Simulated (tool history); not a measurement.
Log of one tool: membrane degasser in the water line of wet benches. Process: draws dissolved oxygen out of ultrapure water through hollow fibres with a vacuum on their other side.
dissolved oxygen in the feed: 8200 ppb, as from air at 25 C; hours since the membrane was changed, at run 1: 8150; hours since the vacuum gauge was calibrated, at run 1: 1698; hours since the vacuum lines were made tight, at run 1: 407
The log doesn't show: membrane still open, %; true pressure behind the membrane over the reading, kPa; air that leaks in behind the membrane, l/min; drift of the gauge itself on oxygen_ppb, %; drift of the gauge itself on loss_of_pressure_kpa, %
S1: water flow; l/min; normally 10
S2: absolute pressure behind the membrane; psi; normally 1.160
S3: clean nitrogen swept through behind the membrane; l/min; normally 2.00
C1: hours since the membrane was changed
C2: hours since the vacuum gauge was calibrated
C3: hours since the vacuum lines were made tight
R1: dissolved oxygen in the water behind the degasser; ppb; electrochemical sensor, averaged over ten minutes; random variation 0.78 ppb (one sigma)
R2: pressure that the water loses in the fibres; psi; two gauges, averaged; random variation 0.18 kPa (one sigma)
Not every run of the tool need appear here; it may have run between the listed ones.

| run | hour | S1 | S2 | S3 | C1 | C2 | C3 | R1 | R2 |
|---|---|---|---|---|---|---|---|---|---|
| 1 | 0.0 | 10 | 1.160 | 2.00 | 8150 | 1698 | 407 | 72.0 | 4.502 |
| 2 | 101.3 | 10 | 0.867 | 2.00 | 8251 | 1799 | 509 | 46.2 | 4.556 |
| 3 | 284.6 | 11 | 1.160 | 2.00 | 8435 | 1982 | 692 | 83.6 | 4.979 |
| 4 | 435.6 | 11 | 1.160 | 2.00 | 8586 | 2133 | 843 | 83.3 | 4.923 |
| 5 | 603.5 | 11 | 1.160 | 2.00 | 8754 | 2301 | 1011 | 82.5 | 4.898 |
| 6 | 740.4 | 10 | 1.186 | 2.00 | 8891 | 2438 | 1148 | 72.7 | 4.538 |
| 7 | 896.4 | 10 | 1.186 | 2.00 | 9046 | 2594 | 1304 | 73.6 | 4.518 |
| 8 | 1079.2 | 10 | 1.186 | 2.00 | 9229 | 2777 | 1486 | 73.0 | 4.530 |
| 9 | 1299.1 | 10 | 1.186 | 2.00 | 9449 | 2997 | 1706 | 73.0 | 4.479 |
| 10 | 1459.3 | 10 | 1.186 | 2.00 | 9609 | 3157 | 1867 | 75.2 | 4.503 |
| 11 | 1611.7 | 10 | 1.186 | 2.00 | 9762 | 3309 | 2019 | 74.2 | 4.474 |
| 12 | 1787.4 | 10 | 1.186 | 2.00 | 9938 | 3485 | 2195 | 74.0 | 4.456 |
| 13 | 2026.7 | 12 | 1.017 | 4.31 | 10177 | 3724 | 2434 | 52.7 | 5.407 |
| 14 | 2188.3 | 8 | 2.215 | 2.00 | 10338 | 3886 | 2596 | 121.4 | 3.533 |
|  | 2408.1 | vacuum gauge calibrated |
| 15 | 2408.1 | 8 | 2.215 | 2.00 | 10558 | 0 | 2815 | 122.3 | 3.548 |

Alternative continuations, all from the tool just after run 15; predict every row:
| A | 2643.5 | 15 | 0.796 | 2.59 | 10793 | 235 | 3050 | ? | ? |
| B | 2643.5 | 15 | 0.761 | 2.00 | 10793 | 235 | 3050 | ? | ? |
| C | 2643.5 | 11 | 2.234 | 3.64 | 10793 | 235 | 3050 | ? | ? |
| D | 2643.5 | 15 | 2.078 | 0.96 | 10793 | 235 | 3050 | ? | ? |

| run | R1 | R2 |
|---|---|---|
| A | 87.0 | 6.675 |
| B | 92.1 | 6.682 |
| C | 108.9 | 4.912 |
| D | 425.2 | 6.651 |
Without the tool's hidden state the same runs would have given:
| run | R1 | R2 |
|---|---|---|
| A | 86.7 | 6.773 |
| B | 91.8 | 6.779 |
| C | 108.7 | 4.985 |
| D | 424.8 | 6.750 |
